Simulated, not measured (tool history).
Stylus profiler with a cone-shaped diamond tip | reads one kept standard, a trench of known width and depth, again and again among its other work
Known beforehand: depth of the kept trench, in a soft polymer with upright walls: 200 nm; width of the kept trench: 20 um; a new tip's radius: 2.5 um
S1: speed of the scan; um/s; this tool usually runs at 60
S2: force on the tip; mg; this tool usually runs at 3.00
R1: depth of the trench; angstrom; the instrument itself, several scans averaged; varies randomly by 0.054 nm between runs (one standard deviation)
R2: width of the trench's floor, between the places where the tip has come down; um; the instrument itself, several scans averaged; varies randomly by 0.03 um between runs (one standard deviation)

{"run": 1, "hour": 0.0, "S1": 60, "S2": 3.0, "R1": 2011.3, "R2": 16.61}
{"run": 2, "hour": 33.8, "S1": 60, "S2": 3.0, "R1": 2011.1, "R2": 16.62}
{"run": 3, "hour": 58.9, "S1": 51, "S2": 3.0, "R1": 2011.2, "R2": 16.63}
{"run": 4, "hour": 101.5, "S1": 51, "S2": 3.0, "R1": 2010.1, "R2": 16.52}
{"run": 5, "hour": 129.5, "S1": 51, "S2": 3.0, "R1": 2011.7, "R2": 16.52}
{"run": 6, "hour": 174.7, "S1": 51, "S2": 3.0, "R1": 2010.2, "R2": 16.63}
{"hour": 194.3, "done": "new tip fitted, height scale calibrated"}
{"run": 7, "hour": 205.6, "S1": 51, "S2": 3.0, "R1": 2017.9, "R2": 17.77}
{"run": 8, "hour": 237.0, "S1": 51, "S2": 3.0, "R1": 2017.3, "R2": 17.73}
{"run": 9, "hour": 262.7, "S1": 51, "S2": 3.0, "R1": 2018.9, "R2": 17.64}
{"run": 10, "hour": 289.7, "S1": 70, "S2": 3.0, "R1": 2018.1, "R2": 17.58}
{"run": 11, "hour": 310.8, "S1": 60, "S2": 3.0, "R1": 2017.3, "R2": 17.61}
{"run": 12, "hour": 338.3, "S1": 60, "S2": 5.57, "R1": 2027.0, "R2": 17.67}
{"run": 13, "hour": 377.9, "S1": 60, "S2": 5.57, "R1": 2026.6, "R2": 17.59}
{"run": 14, "hour": 411.4, "S1": 60, "S2": 3.0, "R1": 2016.6, "R2": 17.46}
{"run": 15, "hour": 450.8, "S1": 189, "S2": 3.0, "R1": 2017.1, "R2": 16.84}
{"run": 16, "hour": 492.4, "S1": 65, "S2": 3.0, "R1": 2016.7, "R2": 17.42}
{"run": 17, "hour": 511.9, "S1": 31, "S2": 3.0, "R1": 2016.9, "R2": 17.51}
{"run": 18, "hour": 551.1, "S1": 31, "S2": 4.51, "R1": 2022.6, "R2": 17.55}
{"run": 19, "hour": 594.5, "S1": 172, "S2": 3.0, "R1": 2015.9, "R2": 16.79}
{"run": 20, "hour": 618.3, "S1": 172, "S2": 3.0, "R1": 2016.1, "R2": 16.71}
{"run": 21, "hour": 656.4, "S1": 172, "S2": 3.0, "R1": 2016.3, "R2": 16.7}
{"run": 22, "hour": 701.7, "S1": 172, "S2": 2.14, "R1": 2012.4, "R2": 16.52}
{"run": 23, "hour": 747.0, "S1": 172, "S2": 2.14, "R1": 2012.5, "R2": 16.49}
{"hour": 750.5, "done": "height scale calibrated on a step standard"}
{"run": 24, "hour": 767.0, "S1": 153, "S2": 4.87, "R1": 2020.8, "R2": 16.86}
{"run": 25, "hour": 794.8, "S1": 167, "S2": 1.87, "R1": 2010.4, "R2": 16.32}
{"run": 26, "hour": 823.4, "S1": 57, "S2": 6.93, "R1": 2027.9, "R2": 17.21}
{"run": 27, "hour": 847.0, "S1": 27, "S2": 1.8, "R1": 2009.5, "R2": 17.22}
{"hour": 855.2, "done": "height scale calibrated on a step standard, once more"}
{"run": 28, "hour": 867.6, "S1": 27, "S2": 1.8, "R1": 2013.5, "R2": 17.2}
{"run": 29, "hour": 891.7, "S1": 27, "S2": 1.8, "R1": 2011.5, "R2": 17.14}
{"run": 30, "hour": 930.0, "S1": 144, "S2": 5.97, "R1": 2027.9, "R2": 16.83}
{"run": 31, "hour": 965.5, "S1": 76, "S2": 7.07, "R1": 2030.6, "R2": 17.09}
{"run": 32, "hour": 998.1, "S1": 76, "S2": 7.07, "R1": 2030.3, "R2": 16.97}
{"run": 33, "hour": 1029.3, "S1": 236, "S2": 1.1, "R1": 2008.4, "R2": 15.31}
{"run": 34, "hour": 1052.8, "S1": 16, "S2": 3.56, "R1": 2018.8, "R2": 17.14}
{"run": 35, "hour": 1088.9, "S1": 48, "S2": 1.74, "R1": 2010.6, "R2": 16.84}
{"run": 36, "hour": 1120.1, "S1": 48, "S2": 1.74, "R1": 2012.0, "R2": 16.84}
{"run": 37, "hour": 1143.5, "S1": 48, "S2": 1.74, "R1": 2010.8, "R2": 16.8}
{"run": 38, "hour": 1169.8, "S1": 48, "S2": 1.74, "R1": 2011.3, "R2": 16.79}
{"run": 39, "hour": 1197.9, "S1": 55, "S2": 1.77, "R1": 2009.5, "R2": 16.79}
{"run": 40, "hour": 1240.5, "S1": 79, "S2": 2.55, "R1": 2013.9, "R2": 16.62}
{"run": 41, "hour": 1266.1, "S1": 79, "S2": 1.15, "R1": 2006.3, "R2": 16.39}
{"run": 42, "hour": 1306.8, "S1": 79, "S2": 1.15, "R1": 2007.8, "R2": 16.35}
{"run": 43, "hour": 1342.1, "S1": 72, "S2": 4.24, "R1": 2019.9, "R2": 16.64}
{"run": 44, "hour": 1376.4, "S1": 156, "S2": 3.27, "R1": 2015.9, "R2": 16.22}
{"run": 45, "hour": 1400.8, "S1": 16, "S2": 1.71, "R1": 2009.8, "R2": 16.83}

Below, some changes in R1 between adjacent runs. For each, the amount present without the hidden state too (settings, incoming material, random variation) and the amount remaining for the hidden state with gauge scatter not shared by both compared results:
Unlogged tool condition in this case: radius of the tip, um; height scale over the true one, %; drift of the gauge itself on depth_nm, %; drift of the gauge itself on floor_um, %.
Run 6 -> 7: new tip fitted, height scale calibrated. R1 +7.7 angstrom: hidden state +7.8, all else -0.1.
Run 23 -> 24: S1 172 -> 153, S2 2.14 -> 4.87, height scale calibrated on a step standard. R1 +8.3 angstrom: hidden state -1.0, all else +9.3.
Run 25 -> 26: S1 167 -> 57, S2 1.87 -> 6.93. R1 +17.5 angstrom: hidden state -0.1, all else +17.6.
Run 26 -> 27: S1 57 -> 27, S2 6.93 -> 1.80. R1 -18.4 angstrom: hidden state -0.1, all else -18.3.
Run 27 -> 28: height scale calibrated on a step standard, once more. R1 +4.0 angstrom: hidden state +2.9, all else +1.1.
Run 32 -> 33: S1 76 -> 236, S2 7.07 -> 1.10. R1 -21.9 angstrom: hidden state -0.2, all else -21.7.

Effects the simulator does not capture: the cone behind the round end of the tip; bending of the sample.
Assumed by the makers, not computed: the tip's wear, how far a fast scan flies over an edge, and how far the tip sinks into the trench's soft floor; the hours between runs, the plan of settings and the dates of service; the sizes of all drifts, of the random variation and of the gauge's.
